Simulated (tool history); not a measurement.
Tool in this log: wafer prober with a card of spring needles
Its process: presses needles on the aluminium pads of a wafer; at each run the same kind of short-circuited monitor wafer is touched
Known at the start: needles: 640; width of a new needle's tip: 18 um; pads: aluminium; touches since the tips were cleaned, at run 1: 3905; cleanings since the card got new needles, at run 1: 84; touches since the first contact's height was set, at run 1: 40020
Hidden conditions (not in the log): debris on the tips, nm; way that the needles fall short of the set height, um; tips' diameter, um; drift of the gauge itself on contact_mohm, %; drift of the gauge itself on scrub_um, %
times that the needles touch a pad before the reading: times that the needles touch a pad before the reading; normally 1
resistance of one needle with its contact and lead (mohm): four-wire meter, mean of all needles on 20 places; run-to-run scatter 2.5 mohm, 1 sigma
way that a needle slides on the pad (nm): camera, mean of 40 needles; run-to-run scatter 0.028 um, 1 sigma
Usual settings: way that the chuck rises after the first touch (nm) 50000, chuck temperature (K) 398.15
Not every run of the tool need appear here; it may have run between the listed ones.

| run | day | way that the chuck rises after the first touch (nm) | chuck temperature (K) | times that the needles touch a pad before the reading | touches since the tips were cleaned | cleanings since the card got new needles | touches since the first contact's height was set | resistance of one needle with its contact and lead (mohm) | way that a needle slides on the pad (nm) |
|---|---|---|---|---|---|---|---|---|---|
| 1 | 0 | 50000 | 398.15 | 1 | 3905 | 84 | 40020 | 483 | 12360 |
|  | 0.242 | tips cleaned on abrasive film |
|  | 0.833 | tips cleaned on abrasive film |
|  | 1.429 | tips cleaned on abrasive film |
|  | 2.021 | tips cleaned on abrasive film |
|  | 2.617 | tips cleaned on abrasive film |
|  | 3.125 | tips cleaned on abrasive film |
| 2 | 3.125 | 50000 | 398.15 | 1 | 0 | 90 | 85200 | 305 | 12140 |
|  | 3.721 | tips cleaned on abrasive film |
|  | 4.312 | tips cleaned on abrasive film |
|  | 4.908 | tips cleaned on abrasive film |
|  | 4.996 | height of the first contact set anew |
| 3 | 4.996 | 50000 | 398.15 | 1 | 1099 | 93 | 0 | 374 | 12460 |
|  | 5.471 | tips cleaned on abrasive film |
|  | 6.067 | tips cleaned on abrasive film |
|  | 6.658 | tips cleaned on abrasive film |
|  | 7.254 | tips cleaned on abrasive film |
|  | 7.846 | tips cleaned on abrasive film |
| 4 | 8.225 | 50000 | 398.15 | 1 | 5491 | 98 | 46765 | 573 | 12340 |
|  | 8.346 | tips cleaned on abrasive film |
|  | 8.942 | tips cleaned on abrasive film |
|  | 9.533 | tips cleaned on abrasive film |
|  | 10.012 | tips cleaned on abrasive film |
|  | 10.371 | tips cleaned on abrasive film, once more |
|  | 10.846 | tips cleaned on abrasive film |
|  | 11.438 | tips cleaned on abrasive film |
| 5 | 11.858 | 50000 | 398.15 | 1 | 6100 | 105 | 99297 | 612 | 12160 |
|  | 11.979 | tips cleaned on abrasive film |
|  | 12.454 | tips cleaned on abrasive film |
|  | 12.704 | height of the first contact set anew |
|  | 13.062 | tips cleaned on abrasive film |
|  | 13.658 | tips cleaned on abrasive film |
|  | 14.25 | tips cleaned on abrasive film |
|  | 14.725 | tips cleaned on abrasive film |
| 6 | 14.75 | 50000 | 398.15 | 1 | 321 | 111 | 29557 | 335 | 12370 |
|  | 15.225 | tips cleaned on abrasive film |
|  | 15.7 | tips cleaned on abrasive film |
|  | 16.296 | tips cleaned on abrasive film |
| 7 | 16.75 | 50000 | 398.15 | 1 | 6624 | 114 | 58541 | 614 | 12290 |
|  | 16.871 | tips cleaned on abrasive film |
|  | 17.467 | tips cleaned on abrasive film |
|  | 18.058 | tips cleaned on abrasive film |
|  | 18.654 | tips cleaned on abrasive film |
|  | 19.2 | tips cleaned on abrasive film |
| 8 | 19.2 | 50000 | 398.15 | 1 | 0 | 119 | 93924 | 336 | 12190 |
|  | 19.675 | tips cleaned on abrasive film |
|  | 20.267 | tips cleaned on abrasive film |
|  | 20.4 | height of the first contact set anew |
|  | 20.875 | tips cleaned on abrasive film |
|  | 21.471 | tips cleaned on abrasive film |
|  | 22.062 | tips cleaned on abrasive film |
|  | 22.658 | tips cleaned on abrasive film |
|  | 23.242 | tips cleaned on abrasive film |
| 9 | 23.242 | 50000 | 398.15 | 1 | 0 | 126 | 41118 | 307 | 12330 |
|  | 23.833 | tips cleaned on abrasive film |
|  | 24.312 | tips cleaned on abrasive film |
|  | 24.904 | tips cleaned on abrasive film |
|  | 25.5 | tips cleaned on abrasive film |
|  | 26.092 | tips cleaned on abrasive film |
|  | 26.688 | tips cleaned on abrasive film |
| 10 | 26.721 | 50000 | 398.15 | 1 | 482 | 132 | 91473 | 368 | 12240 |
|  | 27.196 | tips cleaned on abrasive film |
|  | 27.792 | tips cleaned on abrasive film |
|  | 28.158 | height of the first contact set anew |
|  | 28.396 | tips cleaned on abrasive film |
|  | 28.875 | tips cleaned on abrasive film |
| 11 | 29.217 | 50000 | 398.15 | 1 | 4993 | 136 | 15313 | 603 | 12380 |
|  | 29.458 | tips cleaned on abrasive film |
|  | 30.05 | tips cleaned on abrasive film |
|  | 30.646 | tips cleaned on abrasive film |
|  | 31.238 | tips cleaned on abrasive film |
|  | 31.717 | tips cleaned on abrasive film |
|  | 32.308 | tips cleaned on abrasive film |
| 12 | 32.338 | 51000 | 299.15 | 2 | 428 | 142 | 60456 | 311 | 12500 |
|  | 32.817 | tips cleaned on abrasive film |
|  | 33.408 | tips cleaned on abrasive film |
|  | 33.883 | tips cleaned on abrasive film |
|  | 34.479 | tips cleaned on abrasive film |
|  | 34.954 | tips cleaned on abrasive film |
|  | 35.55 | tips cleaned on abrasive film |
| 13 | 35.562 | 51000 | 299.15 | 2 | 179 | 148 | 107068 | 310 | 12410 |
|  | 35.929 | height of the first contact set anew |
|  | 36.05 | tips cleaned on abrasive film |
|  | 36.646 | tips cleaned on abrasive film |
|  | 37.121 | tips cleaned on abrasive film |
|  | 37.712 | tips cleaned on abrasive film |
|  | 38.308 | tips cleaned on abrasive film |
|  | 38.783 | tips cleaned on abrasive film |
| 14 | 38.958 | 50000 | 398.15 | 1 | 2518 | 154 | 43793 | 486 | 12360 |
|  | 39.317 | tips cleaned on abrasive film |
|  | 39.908 | tips cleaned on abrasive film |
|  | 40.504 | tips cleaned on abrasive film |
| 15 | 40.725 | 32000 | 398.15 | 1 | 3229 | 157 | 69378 | 908 | 7790 |
|  | 41.083 | tips cleaned on abrasive film |
|  | 41.679 | tips cleaned on abrasive film |
|  | 42.271 | tips cleaned on abrasive film |
|  | 42.867 | tips cleaned on abrasive film |
| 16 | 42.921 | 32000 | 398.15 | 1 | 809 | 161 | 101144 | 597 | 7740 |
|  | 43.396 | tips cleaned on abrasive film |
|  | 43.646 | height of the first contact set anew |
|  | 44.004 | tips cleaned on abrasive film |
|  | 44.6 | tips cleaned on abrasive film |
| 17 | 44.671 | 35000 | 349.15 | 1 | 1086 | 164 | 14844 | 585 | 8680 |
|  | 45.15 | tips cleaned on abrasive film |
|  | 45.742 | tips cleaned on abrasive film |
|  | 46.338 | tips cleaned on abrasive film |
|  | 46.929 | tips cleaned on abrasive film |
| 18 | 47.242 | 57000 | 318.15 | 2 | 4502 | 168 | 52022 | 438 | 14100 |
|  | 47.479 | tips cleaned on abrasive film |
|  | 48.075 | tips cleaned on abrasive film |
|  | 48.667 | tips cleaned on abrasive film |
|  | 49.146 | tips cleaned on abrasive film |
|  | 49.738 | tips cleaned on abrasive film |
|  | 50.333 | tips cleaned on abrasive film |
|  | 50.925 | tips cleaned on abrasive film |
|  | 51.392 | height of the first contact set anew |
| 19 | 51.392 | 38000 | 302.15 | 3 | 6581 | 175 | 0 | 553 | 9470 |
|  | 51.512 | tips cleaned on abrasive film |
|  | 51.988 | tips cleaned on abrasive film |
|  | 52.583 | tips cleaned on abrasive film |
|  | 53.058 | tips cleaned on abrasive film |
|  | 53.654 | tips cleaned on abrasive film |
|  | 54.129 | tips cleaned on abrasive film |
|  | 54.725 | tips cleaned on abrasive film |
| 20 | 54.908 | 53000 | 315.15 | 2 | 2719 | 182 | 50873 | 414 | 13080 |
|  | 55.267 | tips cleaned on abrasive film |
|  | 55.862 | tips cleaned on abrasive film |
|  | 56.458 | tips cleaned on abrasive film |
|  | 57.05 | tips cleaned on abrasive film |
|  | 57.646 | tips cleaned on abrasive film |
|  | 58.121 | tips cleaned on abrasive film |
| 21 | 58.317 | 57000 | 337.15 | 1 | 2839 | 188 | 100146 | 466 | 13890 |
|  | 58.675 | tips cleaned on abrasive film |
|  | 59.158 | height of the first contact set anew |
|  | 59.279 | tips cleaned on abrasive film |
|  | 59.758 | tips cleaned on abrasive film |
|  | 60.35 | tips cleaned on abrasive film |
| 22 | 60.729 | 36000 | 315.15 | 1 | 5524 | 192 | 22722 | 1089 | 8960 |

5 ways to go on from here, each from the tool as it stands after run 22. What would each give?
|  | 60.85 | tips cleaned on abrasive film |
|  | 61.446 | tips cleaned on abrasive film |
|  | 62.042 | tips cleaned on abrasive film |
|  | 62.517 | tips cleaned on abrasive film |
|  | 63.108 | tips cleaned on abrasive film |
|  | 63.588 | tips cleaned on abrasive film |
|  | 64.179 | tips cleaned on abrasive film |
| A | 64.617 | 67000 | 335.15 | 1 | 6330 | 199 | 78923 | ? | ? |
|  | 60.85 | tips cleaned on abrasive film |
|  | 61.446 | tips cleaned on abrasive film |
|  | 62.042 | tips cleaned on abrasive film |
|  | 62.517 | tips cleaned on abrasive film |
|  | 63.108 | tips cleaned on abrasive film |
|  | 63.588 | tips cleaned on abrasive film |
|  | 64.179 | tips cleaned on abrasive film |
| B | 64.617 | 50000 | 307.15 | 1 | 6330 | 199 | 78923 | ? | ? |
|  | 60.85 | tips cleaned on abrasive film |
|  | 61.446 | tips cleaned on abrasive film |
|  | 62.042 | tips cleaned on abrasive film |
|  | 62.517 | tips cleaned on abrasive film |
|  | 63.108 | tips cleaned on abrasive film |
|  | 63.588 | tips cleaned on abrasive film |
|  | 64.179 | tips cleaned on abrasive film |
| C | 64.617 | 63000 | 309.15 | 2 | 6330 | 199 | 78923 | ? | ? |
|  | 60.85 | tips cleaned on abrasive film |
|  | 61.446 | tips cleaned on abrasive film |
|  | 62.042 | tips cleaned on abrasive film |
|  | 62.517 | tips cleaned on abrasive film |
|  | 63.108 | tips cleaned on abrasive film |
|  | 63.588 | tips cleaned on abrasive film |
|  | 64.179 | tips cleaned on abrasive film |
| D | 64.617 | 34000 | 315.15 | 1 | 6330 | 199 | 78923 | ? | ? |
|  | 60.85 | tips cleaned on abrasive film |
|  | 61.446 | tips cleaned on abrasive film |
|  | 62.042 | tips cleaned on abrasive film |
|  | 62.517 | tips cleaned on abrasive film |
|  | 63.108 | tips cleaned on abrasive film |
|  | 63.588 | tips cleaned on abrasive film |
|  | 64.179 | tips cleaned on abrasive film |
| E | 64.617 | 36000 | 299.15 | 2 | 6330 | 199 | 78923 | ? | ? |

| run | resistance of one needle with its contact and lead (mohm) | way that a needle slides on the pad (nm) |
|---|---|---|
| A | 511 | 16490 |
| B | 709 | 12240 |
| C | 426 | 15450 |
| D | 1228 | 8270 |
| E | 800 | 8700 |
Without the tool's hidden state the same runs would have given:
| run | resistance of one needle with its contact and lead (mohm) | way that a needle slides on the pad (nm) |
|---|---|---|
| A | 262 | 16720 |
| B | 257 | 12470 |
| C | 251 | 15680 |
| D | 270 | 8500 |
| E | 266 | 8930 |
